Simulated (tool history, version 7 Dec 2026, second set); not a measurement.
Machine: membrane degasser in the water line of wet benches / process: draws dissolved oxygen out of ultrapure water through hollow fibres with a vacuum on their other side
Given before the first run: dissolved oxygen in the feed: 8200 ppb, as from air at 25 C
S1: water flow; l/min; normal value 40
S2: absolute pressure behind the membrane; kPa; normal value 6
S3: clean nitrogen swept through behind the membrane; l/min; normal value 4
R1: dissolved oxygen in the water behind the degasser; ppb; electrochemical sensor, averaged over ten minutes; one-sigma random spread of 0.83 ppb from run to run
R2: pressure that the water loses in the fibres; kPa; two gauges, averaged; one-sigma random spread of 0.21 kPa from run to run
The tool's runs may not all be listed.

run	hour	S1	S2	S3	R1	R2
1	0	40	6	4	77.3	51.41
2	46.7	40	6	4	77.4	50.97
3	127.4	40	5.48	4	64.9	51.52
4	218.1	40	6	4	78.1	51.27
5	270.1	40	6	4	79	51.02
6	322.5	40	6	5.42	62	50.92
7	433.1	40	6	5.42	61.1	51.46
8	538.5	40	6	5.42	61.9	51.07
9	597	40	6	5.42	62.4	51.13
10	679	39	6	4	73.7	49.96
11	734.6	39	6	4	74.8	49.77
12	820.3	39	6	4	75	49.77
13	886.2	40	6	4	78.5	51.33
14	987.4	40	6	4	79.1	51.12
15	1087.7	40	6	2.29	121.4	51.52
16	1150.7	40	6	8.37	45	51.22
17	1222	25	6	5.08	33.6	31.73
18	1305.8	42	3.74	6.74	23.3	53.93
19	1393.5	43	6	4	88	55.48
20	1451.9	38	9.31	7.46	84.8	48.4
21	1553.7	30	5.65	6.4	30.5	38.45
22	1643.1	48	3.61	9.05	33.7	61.74
23	1748.5	59	6	4	158.3	75.6
24	1809.9	35	4.95	4	42.2	44.63
# hour 1833.4: vacuum gauge calibrated
25	1914.1	29	4.5	4	24.6	37.23
26	2023	62	11.56	4.81	320.4	79.57
27	2078.8	31	5.26	4.81	34.6	39.8
28	2145.7	31	5.26	4.81	34.8	39.77
29	2202.8	40	10.82	2.89	247.6	51.31
30	2295.5	40	10.82	2.89	255.7	51.41
31	2377.7	40	10.82	2.89	250.2	51.34
32	2475	40	10.82	2.89	246.7	51.37

Alternative continuations, all from the tool just after run 32; predict every row:
A	2551.7	40	10.41	10.24	?	?
B	2551.7	35	10.82	2.89	?	?
C	2551.7	53	10.83	4	?	?

run	R1	R2
A	80.3	51.11
B	218.1	44.69
C	275	68
The same runs, with their run-to-run variation unchanged, on a tool lacking any hidden condition would have given:
run	R1	R2
A	80.2	51.08
B	218.1	44.66
C	274.9	67.95
